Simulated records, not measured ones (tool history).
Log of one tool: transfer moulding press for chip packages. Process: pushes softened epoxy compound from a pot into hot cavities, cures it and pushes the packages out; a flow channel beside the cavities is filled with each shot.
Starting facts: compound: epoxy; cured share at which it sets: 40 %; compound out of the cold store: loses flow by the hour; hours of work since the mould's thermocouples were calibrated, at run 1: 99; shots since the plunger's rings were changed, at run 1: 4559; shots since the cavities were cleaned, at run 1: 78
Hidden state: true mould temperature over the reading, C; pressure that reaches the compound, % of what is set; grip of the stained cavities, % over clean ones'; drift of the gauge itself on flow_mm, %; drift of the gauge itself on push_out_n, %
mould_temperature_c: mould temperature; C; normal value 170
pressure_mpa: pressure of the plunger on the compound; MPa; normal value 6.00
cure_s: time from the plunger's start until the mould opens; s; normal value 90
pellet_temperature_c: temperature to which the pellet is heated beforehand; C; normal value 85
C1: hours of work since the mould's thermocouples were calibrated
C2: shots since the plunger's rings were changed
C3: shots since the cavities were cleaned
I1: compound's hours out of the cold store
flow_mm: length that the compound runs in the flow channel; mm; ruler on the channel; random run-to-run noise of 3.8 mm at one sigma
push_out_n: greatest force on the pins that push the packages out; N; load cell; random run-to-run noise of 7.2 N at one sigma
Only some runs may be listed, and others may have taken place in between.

run 1 hour=0.0 | mould_temperature_c=170 pressure_mpa=6.00 cure_s=90 pellet_temperature_c=85 | C1=99 C2=4559 C3=78 | I1=30.7 | flow_mm=510 push_out_n=308
run 2 hour=57.4 | mould_temperature_c=170 pressure_mpa=6.00 cure_s=90 pellet_temperature_c=85 | C1=133 C2=5221 C3=740 | I1=46.2 | flow_mm=489 push_out_n=290
-- hour=80.0 cavities cleaned with cleaning compound and waxed
run 3 hour=95.8 | mould_temperature_c=170 pressure_mpa=6.00 cure_s=90 pellet_temperature_c=85 | C1=154 C2=5647 C3=182 | I1=23.4 | flow_mm=530 push_out_n=286
run 4 hour=122.3 | mould_temperature_c=170 pressure_mpa=6.00 cure_s=90 pellet_temperature_c=85 | C1=170 C2=5953 C3=488 | I1=36.9 | flow_mm=501 push_out_n=303
run 5 hour=153.8 | mould_temperature_c=170 pressure_mpa=6.00 cure_s=90 pellet_temperature_c=85 | C1=188 C2=6317 C3=852 | I1=16.3 | flow_mm=540 push_out_n=315
-- hour=165.3 cavities cleaned with cleaning compound and waxed
-- hour=204.0 plunger's sealing rings changed
run 6 hour=217.8 | mould_temperature_c=170 pressure_mpa=6.00 cure_s=125 pellet_temperature_c=85 | C1=223 C2=159 C3=577 | I1=29.7 | flow_mm=521 push_out_n=280
run 7 hour=249.4 | mould_temperature_c=170 pressure_mpa=6.00 cure_s=90 pellet_temperature_c=85 | C1=241 C2=524 C3=942 | I1=32.2 | flow_mm=517 push_out_n=289
-- hour=254.0 cavities cleaned with cleaning compound and waxed
run 8 hour=314.5 | mould_temperature_c=170 pressure_mpa=6.00 cure_s=90 pellet_temperature_c=85 | C1=278 C2=1258 C3=698 | I1=28.3 | flow_mm=519 push_out_n=298
-- hour=341.7 cavities cleaned with cleaning compound and waxed
run 9 hour=377.9 | mould_temperature_c=170 pressure_mpa=6.00 cure_s=90 pellet_temperature_c=85 | C1=314 C2=1972 C3=418 | I1=22.6 | flow_mm=530 push_out_n=314
-- hour=428.5 cavities cleaned with cleaning compound and waxed
run 10 hour=441.3 | mould_temperature_c=170 pressure_mpa=6.00 cure_s=90 pellet_temperature_c=85 | C1=350 C2=2687 C3=148 | I1=38.4 | flow_mm=502 push_out_n=292
run 11 hour=504.1 | mould_temperature_c=170 pressure_mpa=4.76 cure_s=90 pellet_temperature_c=85 | C1=387 C2=3411 C3=872 | I1=38.1 | flow_mm=451 push_out_n=307
-- hour=512.1 cavities cleaned with cleaning compound and waxed
run 12 hour=557.3 | mould_temperature_c=170 pressure_mpa=4.76 cure_s=90 pellet_temperature_c=85 | C1=417 C2=4008 C3=522 | I1=30.5 | flow_mm=458 push_out_n=295
-- hour=599.6 cavities cleaned with cleaning compound and waxed
run 13 hour=604.8 | mould_temperature_c=170 pressure_mpa=6.06 cure_s=90 pellet_temperature_c=85 | C1=444 C2=4539 C3=61 | I1=42.2 | flow_mm=500 push_out_n=304
run 14 hour=645.3 | mould_temperature_c=170 pressure_mpa=6.06 cure_s=90 pellet_temperature_c=85 | C1=467 C2=5006 C3=528 | I1=47.2 | flow_mm=497 push_out_n=285
-- hour=684.2 cavities cleaned with cleaning compound and waxed
run 15 hour=694.7 | mould_temperature_c=170 pressure_mpa=6.06 cure_s=90 pellet_temperature_c=85 | C1=495 C2=5558 C3=121 | I1=36.4 | flow_mm=511 push_out_n=312
run 16 hour=757.0 | mould_temperature_c=171 pressure_mpa=6.17 cure_s=126 pellet_temperature_c=82 | C1=532 C2=6278 C3=841 | I1=28.9 | flow_mm=521 push_out_n=266
-- hour=772.4 cavities cleaned with cleaning compound and waxed
run 17 hour=804.9 | mould_temperature_c=171 pressure_mpa=6.17 cure_s=126 pellet_temperature_c=82 | C1=559 C2=6813 C3=375 | I1=10.8 | flow_mm=557 push_out_n=272
-- hour=810.8 plunger's sealing rings changed
run 18 hour=836.4 | mould_temperature_c=171 pressure_mpa=6.17 cure_s=126 pellet_temperature_c=82 | C1=576 C2=296 C3=710 | I1=38.1 | flow_mm=507 push_out_n=279
-- hour=859.5 cavities cleaned with cleaning compound and waxed
run 19 hour=864.5 | mould_temperature_c=171 pressure_mpa=6.17 cure_s=126 pellet_temperature_c=82 | C1=591 C2=602 C3=57 | I1=18.8 | flow_mm=547 push_out_n=275
run 20 hour=913.6 | mould_temperature_c=170 pressure_mpa=6.00 cure_s=82 pellet_temperature_c=85 | C1=620 C2=1170 C3=625 | I1=8.9 | flow_mm=556 push_out_n=337
-- hour=932.1 mould's thermocouples calibrated
-- hour=945.7 cavities cleaned with cleaning compound and waxed
run 21 hour=977.8 | mould_temperature_c=170 pressure_mpa=6.00 cure_s=82 pellet_temperature_c=85 | C1=26 C2=1870 C3=370 | I1=26.1 | flow_mm=529 push_out_n=333
run 22 hour=1007.2 | mould_temperature_c=170 pressure_mpa=6.00 cure_s=82 pellet_temperature_c=85 | C1=43 C2=2210 C3=710 | I1=36.1 | flow_mm=515 push_out_n=326
-- hour=1030.8 cavities cleaned with cleaning compound and waxed
run 23 hour=1039.7 | mould_temperature_c=176 pressure_mpa=5.56 cure_s=82 pellet_temperature_c=86 | C1=61 C2=2567 C3=103 | I1=25.7 | flow_mm=485 push_out_n=280
run 24 hour=1076.6 | mould_temperature_c=173 pressure_mpa=6.67 cure_s=93 pellet_temperature_c=75 | C1=82 C2=2993 C3=529 | I1=28.3 | flow_mm=546 push_out_n=291
-- hour=1116.0 cavities cleaned with cleaning compound and waxed
run 25 hour=1127.3 | mould_temperature_c=173 pressure_mpa=6.67 cure_s=93 pellet_temperature_c=75 | C1=111 C2=3561 C3=131 | I1=26.7 | flow_mm=540 push_out_n=275
run 26 hour=1175.6 | mould_temperature_c=173 pressure_mpa=6.67 cure_s=92 pellet_temperature_c=75 | C1=139 C2=4118 C3=688 | I1=19.2 | flow_mm=548 push_out_n=290
-- hour=1200.4 cavities cleaned with cleaning compound and waxed
run 27 hour=1205.7 | mould_temperature_c=170 pressure_mpa=6.00 cure_s=90 pellet_temperature_c=92 | C1=156 C2=4449 C3=62 | I1=38.1 | flow_mm=498 push_out_n=293

Each row is a separate what-if for the run after 27, all from the same tool condition, not one after another. Results?
run A hour=1256.4 | mould_temperature_c=176 pressure_mpa=6.00 cure_s=90 pellet_temperature_c=92 | C1=185 C2=5034 C3=647 | I1=17.5 | flow_mm=? push_out_n=?
run B hour=1256.4 | mould_temperature_c=170 pressure_mpa=6.60 cure_s=90 pellet_temperature_c=78 | C1=185 C2=5034 C3=647 | I1=26.3 | flow_mm=? push_out_n=?
run C hour=1256.4 | mould_temperature_c=170 pressure_mpa=4.68 cure_s=90 pellet_temperature_c=85 | C1=185 C2=5034 C3=647 | I1=45.5 | flow_mm=? push_out_n=?
run D hour=1256.4 | mould_temperature_c=165 pressure_mpa=6.00 cure_s=94 pellet_temperature_c=92 | C1=185 C2=5034 C3=647 | I1=14.6 | flow_mm=? push_out_n=?

run=A flow_mm=522 push_out_n=272
run=B flow_mm=547 push_out_n=323
run=C flow_mm=436 push_out_n=297
run=D flow_mm=560 push_out_n=355
Stripped of hidden state, with their random variation kept, the same runs would have yielded:
run=A flow_mm=523 push_out_n=269
run=B flow_mm=548 push_out_n=320
run=C flow_mm=436 push_out_n=294
run=D flow_mm=561 push_out_n=352

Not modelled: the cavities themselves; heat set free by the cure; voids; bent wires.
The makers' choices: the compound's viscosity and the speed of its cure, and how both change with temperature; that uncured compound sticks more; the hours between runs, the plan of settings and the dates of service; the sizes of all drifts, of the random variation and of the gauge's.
